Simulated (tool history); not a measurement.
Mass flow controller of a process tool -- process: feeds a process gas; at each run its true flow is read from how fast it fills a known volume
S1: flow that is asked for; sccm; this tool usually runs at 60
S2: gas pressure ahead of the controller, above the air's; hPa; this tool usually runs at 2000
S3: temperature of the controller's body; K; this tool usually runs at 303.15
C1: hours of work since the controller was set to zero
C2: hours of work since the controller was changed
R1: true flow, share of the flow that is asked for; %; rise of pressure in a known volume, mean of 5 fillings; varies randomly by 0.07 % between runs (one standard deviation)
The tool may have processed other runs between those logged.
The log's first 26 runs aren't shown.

run 27 hour=1997 | S1=106 S2=2570 S3=303.15 | C1=1437 C2=1437 | R1=98.69
run 28 hour=2063.2 | S1=106 S2=2570 S3=303.15 | C1=1465 C2=1465 | R1=98.74
run 29 hour=2159.5 | S1=31 S2=2240 S3=305.15 | C1=1505 C2=1505 | R1=96.69
run 30 hour=2245.2 | S1=75 S2=1960 S3=305.15 | C1=1540 C2=1540 | R1=98.47
run 31 hour=2300.9 | S1=48 S2=2000 S3=299.15 | C1=1564 C2=1564 | R1=97.19
run 32 hour=2353.2 | S1=48 S2=2000 S3=299.15 | C1=1585 C2=1585 | R1=97.13
run 33 hour=2406.9 | S1=35 S2=2000 S3=306.15 | C1=1608 C2=1608 | R1=97.13
run 34 hour=2482.8 | S1=50 S2=1710 S3=300.15 | C1=1639 C2=1639 | R1=97.46
run 35 hour=2549.3 | S1=26 S2=2420 S3=305.15 | C1=1667 C2=1667 | R1=96.08
run 36 hour=2635.6 | S1=26 S2=2420 S3=305.15 | C1=1703 C2=1703 | R1=95.98
run 37 hour=2685.2 | S1=26 S2=2420 S3=305.15 | C1=1724 C2=1724 | R1=96.01
run 38 hour=2763.8 | S1=26 S2=2160 S3=297.15 | C1=1756 C2=1756 | R1=95.2
run 39 hour=2864.6 | S1=69 S2=2000 S3=302.15 | C1=1798 C2=1798 | R1=97.89
run 40 hour=2932.5 | S1=83 S2=2290 S3=310.15 | C1=1827 C2=1827 | R1=99.02
run 41 hour=3040.4 | S1=83 S2=2290 S3=310.15 | C1=1871 C2=1871 | R1=99.1
run 42 hour=3095.3 | S1=91 S2=2250 S3=301.15 | C1=1894 C2=1894 | R1=98.31
run 43 hour=3181.9 | S1=91 S2=2250 S3=301.15 | C1=1930 C2=1930 | R1=98.24
run 44 hour=3273.2 | S1=57 S2=2000 S3=298.15 | C1=1968 C2=1968 | R1=97.1
run 45 hour=3354.5 | S1=34 S2=1820 S3=310.15 | C1=2002 C2=2002 | R1=97.25
run 46 hour=3425.4 | S1=60 S2=1740 S3=294.15 | C1=2032 C2=2032 | R1=96.79
run 47 hour=3482.8 | S1=33 S2=2050 S3=303.15 | C1=2056 C2=2056 | R1=96.26
run 48 hour=3563.2 | S1=33 S2=2050 S3=303.15 | C1=2089 C2=2089 | R1=96.29

Here are 4 independent what-if runs from the current tool condition. What would each one return?
run A hour=3636 | S1=60 S2=1700 S3=303.15 | C1=2119 C2=2119 | R1=?
run B hour=3636 | S1=96 S2=1960 S3=308.15 | C1=2119 C2=2119 | R1=?
run C hour=3636 | S1=60 S2=2000 S3=307.15 | C1=2119 C2=2119 | R1=?
run D hour=3636 | S1=33 S2=1540 S3=294.15 | C1=2119 C2=2119 | R1=?

run=A R1=97.78
run=B R1=99.21
run=C R1=98.18
run=D R1=95.56
What these runs would have given with no unlogged condition in the tool:
run=A R1=98.69
run=B R1=99.63
run=C R1=99.09
run=D R1=97.55

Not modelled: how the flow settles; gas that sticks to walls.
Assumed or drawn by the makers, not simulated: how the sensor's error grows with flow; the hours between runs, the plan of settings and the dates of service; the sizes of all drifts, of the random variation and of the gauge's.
